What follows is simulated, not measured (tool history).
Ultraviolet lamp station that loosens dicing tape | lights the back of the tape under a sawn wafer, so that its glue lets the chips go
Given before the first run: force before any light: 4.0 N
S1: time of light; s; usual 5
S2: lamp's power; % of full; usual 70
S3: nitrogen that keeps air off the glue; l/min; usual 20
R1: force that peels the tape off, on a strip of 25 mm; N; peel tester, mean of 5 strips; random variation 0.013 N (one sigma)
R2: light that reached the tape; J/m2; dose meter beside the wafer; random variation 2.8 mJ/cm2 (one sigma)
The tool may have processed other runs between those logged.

{"run": 1, "hour": 0.0, "S1": 5, "S2": 70, "S3": 20, "R1": 0.766, "R2": 3180}
{"run": 2, "hour": 17.6, "S1": 6, "S2": 70, "S3": 20, "R1": 0.583, "R2": 3820}
{"run": 3, "hour": 45.5, "S1": 6, "S2": 70, "S3": 20, "R1": 0.633, "R2": 3750}
{"run": 4, "hour": 67.4, "S1": 6, "S2": 70, "S3": 20, "R1": 0.622, "R2": 3760}
{"run": 5, "hour": 87.0, "S1": 6, "S2": 70, "S3": 20, "R1": 0.634, "R2": 3690}
{"run": 6, "hour": 113.1, "S1": 2, "S2": 70, "S3": 20, "R1": 2.042, "R2": 1180}
{"run": 7, "hour": 144.1, "S1": 5, "S2": 70, "S3": 20, "R1": 0.839, "R2": 3030}
{"run": 8, "hour": 172.4, "S1": 5, "S2": 70, "S3": 20, "R1": 0.862, "R2": 2950}
{"run": 9, "hour": 198.2, "S1": 5, "S2": 70, "S3": 20, "R1": 0.857, "R2": 2970}
{"run": 10, "hour": 215.4, "S1": 5, "S2": 70, "S3": 20, "R1": 0.912, "R2": 2930}
{"run": 11, "hour": 239.5, "S1": 5, "S2": 70, "S3": 20, "R1": 0.871, "R2": 2890}
{"run": 12, "hour": 267.8, "S1": 5, "S2": 70, "S3": 12, "R1": 1.141, "R2": 2820}
{"run": 13, "hour": 301.1, "S1": 5, "S2": 70, "S3": 12, "R1": 1.195, "R2": 2810}
{"run": 14, "hour": 336.4, "S1": 5, "S2": 70, "S3": 12, "R1": 1.202, "R2": 2810}
{"run": 15, "hour": 375.9, "S1": 5, "S2": 70, "S3": 12, "R1": 1.199, "R2": 2720}
{"run": 16, "hour": 409.0, "S1": 3, "S2": 77, "S3": 6, "R1": 2.312, "R2": 1770}
{"hour": 411.9, "done": "window cleaned of glue's vapour"}
{"run": 17, "hour": 429.0, "S1": 5, "S2": 70, "S3": 26, "R1": 0.903, "R2": 2580}
{"run": 18, "hour": 466.3, "S1": 3, "S2": 82, "S3": 8, "R1": 2.046, "R2": 1820}
{"run": 19, "hour": 482.4, "S1": 3, "S2": 82, "S3": 8, "R1": 1.979, "R2": 1760}
{"run": 20, "hour": 519.0, "S1": 3, "S2": 80, "S3": 20, "R1": 1.572, "R2": 1720}
{"run": 21, "hour": 557.1, "S1": 3, "S2": 98, "S3": 20, "R1": 1.266, "R2": 2030}
{"run": 22, "hour": 590.9, "S1": 3, "S2": 98, "S3": 20, "R1": 1.337, "R2": 2020}
{"hour": 619.3, "done": "window cleaned of glue's vapour, once more"}
{"run": 23, "hour": 619.3, "S1": 3, "S2": 93, "S3": 27, "R1": 1.032, "R2": 2280}
{"run": 24, "hour": 639.1, "S1": 3, "S2": 93, "S3": 27, "R1": 1.078, "R2": 2290}
{"run": 25, "hour": 666.2, "S1": 5, "S2": 96, "S3": 37, "R1": 0.438, "R2": 3890}
{"run": 26, "hour": 691.9, "S1": 5, "S2": 96, "S3": 37, "R1": 0.423, "R2": 3780}
{"run": 27, "hour": 712.8, "S1": 5, "S2": 96, "S3": 37, "R1": 0.444, "R2": 3800}
{"run": 28, "hour": 746.5, "S1": 5, "S2": 83, "S3": 10, "R1": 1.07, "R2": 3210}

5 ways to go on from here, each from the tool as it stands after run 28. What would each give?
{"run": "A", "hour": 768.3, "S1": 4, "S2": 70, "S3": 20, "R1": "?", "R2": "?"}
{"run": "B", "hour": 768.3, "S1": 3, "S2": 78, "S3": 20, "R1": "?", "R2": "?"}
{"run": "C", "hour": 768.3, "S1": 2, "S2": 83, "S3": 10, "R1": "?", "R2": "?"}
{"run": "D", "hour": 768.3, "S1": 5, "S2": 66, "S3": 10, "R1": "?", "R2": "?"}
{"run": "E", "hour": 768.3, "S1": 5, "S2": 83, "S3": 22, "R1": "?", "R2": "?"}

run=A R1=1.277 R2=2150
run=B R1=1.455 R2=1830
run=C R1=2.299 R2=1280
run=D R1=1.439 R2=2530
run=E R1=0.751 R2=3210
With no hidden state in the tool, these same runs would have given:
run=A R1=0.818 R2=3100
run=B R1=0.978 R2=2630
run=C R1=1.824 R2=1850
run=D R1=0.953 R2=3650
run=E R1=0.442 R2=4630

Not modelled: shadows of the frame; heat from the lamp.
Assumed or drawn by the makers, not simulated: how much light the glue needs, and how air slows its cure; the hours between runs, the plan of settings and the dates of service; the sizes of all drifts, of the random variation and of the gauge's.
